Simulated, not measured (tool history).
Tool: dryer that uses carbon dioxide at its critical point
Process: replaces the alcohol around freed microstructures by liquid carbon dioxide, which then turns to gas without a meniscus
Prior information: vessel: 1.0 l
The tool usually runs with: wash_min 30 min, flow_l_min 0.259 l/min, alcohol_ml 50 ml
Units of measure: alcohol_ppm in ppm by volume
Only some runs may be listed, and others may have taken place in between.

run 1 hour=0 | wash_min=30 flow_l_min=0.259 alcohol_ml=50 | alcohol_ppm=235
run 2 hour=15.2 | wash_min=30 flow_l_min=0.259 alcohol_ml=50 | alcohol_ppm=223
run 3 hour=26.6 | wash_min=30 flow_l_min=0.259 alcohol_ml=50 | alcohol_ppm=236
run 4 hour=36.5 | wash_min=30 flow_l_min=0.259 alcohol_ml=50 | alcohol_ppm=236
run 5 hour=46.9 | wash_min=30 flow_l_min=0.259 alcohol_ml=50 | alcohol_ppm=249
run 6 hour=53.2 | wash_min=43 flow_l_min=0.259 alcohol_ml=50 | alcohol_ppm=190
run 7 hour=64.8 | wash_min=30 flow_l_min=0.259 alcohol_ml=27 | alcohol_ppm=215
run 8 hour=77.4 | wash_min=30 flow_l_min=0.259 alcohol_ml=63 | alcohol_ppm=271
run 9 hour=90.3 | wash_min=27 flow_l_min=0.439 alcohol_ml=50 | alcohol_ppm=207
run 10 hour=97.9 | wash_min=32 flow_l_min=0.319 alcohol_ml=90 | alcohol_ppm=224
run 11 hour=105.8 | wash_min=25 flow_l_min=0.381 alcohol_ml=90 | alcohol_ppm=226

Forecast run 12:
run 12 hour=112 | wash_min=25 flow_l_min=0.381 alcohol_ml=57 | alcohol_ppm=?

alcohol_ppm: 227 ppm by volume
Were there no unlogged condition in the tool, this run, its random variation unchanged, would have produced alcohol_ppm 19 ppm by volume.
